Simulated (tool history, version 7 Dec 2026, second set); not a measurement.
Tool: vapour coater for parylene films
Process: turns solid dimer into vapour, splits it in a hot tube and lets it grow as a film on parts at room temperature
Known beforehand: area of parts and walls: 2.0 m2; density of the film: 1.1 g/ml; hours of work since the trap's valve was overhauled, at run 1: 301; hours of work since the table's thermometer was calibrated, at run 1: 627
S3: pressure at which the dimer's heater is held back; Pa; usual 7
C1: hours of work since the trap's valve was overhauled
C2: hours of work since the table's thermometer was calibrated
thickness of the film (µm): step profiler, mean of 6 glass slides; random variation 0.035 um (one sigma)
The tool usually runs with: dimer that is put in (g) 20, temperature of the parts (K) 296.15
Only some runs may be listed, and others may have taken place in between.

run 1 hour=0 | dimer_that_is_put_in_(g)=20 temperature_of_the_parts_(K)=296.15 S3=7 | C1=301 C2=627 | thickness_of_the_film_(µm)=4.74
run 2 hour=23.3 | dimer_that_is_put_in_(g)=20 temperature_of_the_parts_(K)=296.15 S3=7 | C1=321 C2=647 | thickness_of_the_film_(µm)=4.8
run 3 hour=41.4 | dimer_that_is_put_in_(g)=20 temperature_of_the_parts_(K)=306.15 S3=7 | C1=337 C2=663 | thickness_of_the_film_(µm)=2.94
run 4 hour=63.1 | dimer_that_is_put_in_(g)=20 temperature_of_the_parts_(K)=306.15 S3=7 | C1=356 C2=682 | thickness_of_the_film_(µm)=2.95
run 5 hour=81.4 | dimer_that_is_put_in_(g)=20 temperature_of_the_parts_(K)=306.15 S3=7 | C1=372 C2=698 | thickness_of_the_film_(µm)=2.91
run 6 hour=103 | dimer_that_is_put_in_(g)=20 temperature_of_the_parts_(K)=296.15 S3=7 | C1=391 C2=717 | thickness_of_the_film_(µm)=4.75
run 7 hour=122.9 | dimer_that_is_put_in_(g)=20 temperature_of_the_parts_(K)=288.15 S3=7 | C1=409 C2=735 | thickness_of_the_film_(µm)=6.78
run 8 hour=139 | dimer_that_is_put_in_(g)=20 temperature_of_the_parts_(K)=288.15 S3=7 | C1=423 C2=749 | thickness_of_the_film_(µm)=6.88
run 9 hour=153.1 | dimer_that_is_put_in_(g)=17 temperature_of_the_parts_(K)=296.15 S3=7 | C1=435 C2=761 | thickness_of_the_film_(µm)=3.98
run 10 hour=178.1 | dimer_that_is_put_in_(g)=8 temperature_of_the_parts_(K)=291.15 S3=4.6 | C1=458 C2=784 | thickness_of_the_film_(µm)=2.56
run 11 hour=196.7 | dimer_that_is_put_in_(g)=20 temperature_of_the_parts_(K)=292.15 S3=2.88 | C1=474 C2=800 | thickness_of_the_film_(µm)=6.57
run 12 hour=208.6 | dimer_that_is_put_in_(g)=20 temperature_of_the_parts_(K)=295.15 S3=7 | C1=484 C2=810 | thickness_of_the_film_(µm)=4.94
run 13 hour=223.4 | dimer_that_is_put_in_(g)=20 temperature_of_the_parts_(K)=295.15 S3=7 | C1=497 C2=823 | thickness_of_the_film_(µm)=4.88
run 14 hour=248.8 | dimer_that_is_put_in_(g)=20 temperature_of_the_parts_(K)=295.15 S3=7 | C1=520 C2=846 | thickness_of_the_film_(µm)=4.92
run 15 hour=271.9 | dimer_that_is_put_in_(g)=20 temperature_of_the_parts_(K)=295.15 S3=7 | C1=540 C2=866 | thickness_of_the_film_(µm)=4.83
run 16 hour=283.7 | dimer_that_is_put_in_(g)=20 temperature_of_the_parts_(K)=293.15 S3=6.89 | C1=551 C2=877 | thickness_of_the_film_(µm)=5.36
run 17 hour=294.5 | dimer_that_is_put_in_(g)=9 temperature_of_the_parts_(K)=294.15 S3=10.32 | C1=560 C2=886 | thickness_of_the_film_(µm)=2.15
-- hour=318.9 trap's valve overhauled
run 18 hour=319.9 | dimer_that_is_put_in_(g)=19 temperature_of_the_parts_(K)=290.15 S3=7 | C1=1 C2=905 | thickness_of_the_film_(µm)=6.13

Here are 4 independent what-if runs from the current tool condition. What would each one return?
run A hour=343 | dimer_that_is_put_in_(g)=20 temperature_of_the_parts_(K)=296.15 S3=7 | C1=21 C2=925 | thickness_of_the_film_(µm)=?
run B hour=343 | dimer_that_is_put_in_(g)=22 temperature_of_the_parts_(K)=304.15 S3=7 | C1=21 C2=925 | thickness_of_the_film_(µm)=?
run C hour=343 | dimer_that_is_put_in_(g)=20 temperature_of_the_parts_(K)=298.15 S3=7 | C1=21 C2=925 | thickness_of_the_film_(µm)=?
run D hour=343 | dimer_that_is_put_in_(g)=20 temperature_of_the_parts_(K)=305.15 S3=6.36 | C1=21 C2=925 | thickness_of_the_film_(µm)=?

run=A thickness_of_the_film_(µm)=4.8
run=B thickness_of_the_film_(µm)=3.62
run=C thickness_of_the_film_(µm)=4.35
run=D thickness_of_the_film_(µm)=3.15
Had the tool no hidden state, the same runs would have come out as:
run=A thickness_of_the_film_(µm)=4.98
run=B thickness_of_the_film_(µm)=3.75
run=C thickness_of_the_film_(µm)=4.51
run=D thickness_of_the_film_(µm)=3.27

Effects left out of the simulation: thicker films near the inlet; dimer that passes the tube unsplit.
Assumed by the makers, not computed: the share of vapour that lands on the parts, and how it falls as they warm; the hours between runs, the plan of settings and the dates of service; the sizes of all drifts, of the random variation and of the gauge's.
